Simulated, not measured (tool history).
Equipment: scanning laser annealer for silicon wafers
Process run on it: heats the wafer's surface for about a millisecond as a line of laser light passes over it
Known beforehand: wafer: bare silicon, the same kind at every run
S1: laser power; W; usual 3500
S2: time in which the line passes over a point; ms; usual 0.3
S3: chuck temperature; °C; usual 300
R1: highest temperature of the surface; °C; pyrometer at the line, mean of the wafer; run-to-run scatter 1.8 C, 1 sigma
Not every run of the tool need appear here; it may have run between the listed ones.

Run 1, hour 0: usual settings. Result: R1 1018 °C.
At hour 13.8: window over the wafer cleaned.
Run 2, hour 62.8: usual settings. Result: R1 1057 °C.
Run 3, hour 107.1: usual settings. Result: R1 1062 °C.
Run 4, hour 180: usual settings. Result: R1 1058 °C.
Run 5, hour 260.5: usual settings but S3 303 °C. Result: R1 1058 °C.
Run 6, hour 320.3: usual settings but S1 3834 W. Result: R1 1140 °C.
Run 7, hour 374.2: usual settings but S1 3834 W. Result: R1 1138 °C.
Run 8, hour 439.2: usual settings but S1 3834 W, S3 267 °C. Result: R1 1102 °C.
Run 9, hour 482.5: usual settings. Result: R1 1047 °C.
Run 10, hour 530.6: usual settings but S2 0.243 ms. Result: R1 978 °C.
Run 11, hour 586.2: usual settings but S2 0.253 ms. Result: R1 991 °C.
Run 12, hour 643.3: usual settings but S2 0.253 ms. Result: R1 986 °C.
Run 13, hour 686.6: usual settings but S2 0.253 ms. Result: R1 986 °C.
Run 14, hour 753.9: usual settings but S1 3292 W, S2 0.253 ms. Result: R1 936 °C.
Run 15, hour 793: usual settings but S1 3661 W, S2 0.371 ms. Result: R1 1168 °C.
Run 16, hour 838.7: usual settings but S1 3583 W, S2 0.359 ms, S3 306 °C. Result: R1 1134 °C.
Run 17, hour 877.9: usual settings but S1 3349 W, S2 0.315 ms, S3 326 °C. Result: R1 1040 °C.
Run 18, hour 925.7: usual settings but S1 3556 W, S2 0.315 ms, S3 326 °C. Result: R1 1095 °C.
Run 19, hour 999.6: usual settings but S1 3556 W, S2 0.315 ms, S3 326 °C. Result: R1 1092 °C.
At hour 1026.7: optics aligned, line set to its width.
Run 20, hour 1087.1: usual settings but S1 3367 W, S2 0.297 ms, S3 305 °C. Result: R1 1007 °C.
Run 21, hour 1129.9: usual settings but S1 3553 W. Result: R1 1049 °C.
Run 22, hour 1174.8: usual settings but S1 3312 W, S2 0.295 ms. Result: R1 985 °C.
Run 23, hour 1214: usual settings but S2 0.312 ms, S3 293 °C. Result: R1 1043 °C.
Run 24, hour 1252.4: usual settings but S1 3429 W, S2 0.297 ms, S3 321 °C. Result: R1 1032 °C.
Run 25, hour 1309: usual settings but S1 3429 W, S2 0.297 ms, S3 321 °C. Result: R1 1035 °C.

Results per run with the tool's hidden condition removed, run-to-run variation unchanged:
Hidden state at play: light that passes the window, % of a clean one's; laser's true power over the reading, %; width of the line over the set one, %; drift of the gauge itself on peak_c, C.
run    R1
  1  1063
  2  1063
  3  1070
  4  1067
  5  1069
  6  1154
  7  1154
  8  1119
  9  1063
 10   994
 11  1008
 12  1004
 13  1006
 14   955
 15  1196
 16  1162
 17  1066
 18  1123
 19  1122
 20  1031
 21  1077
 22  1011
 23  1072
 24  1061
 25  1066
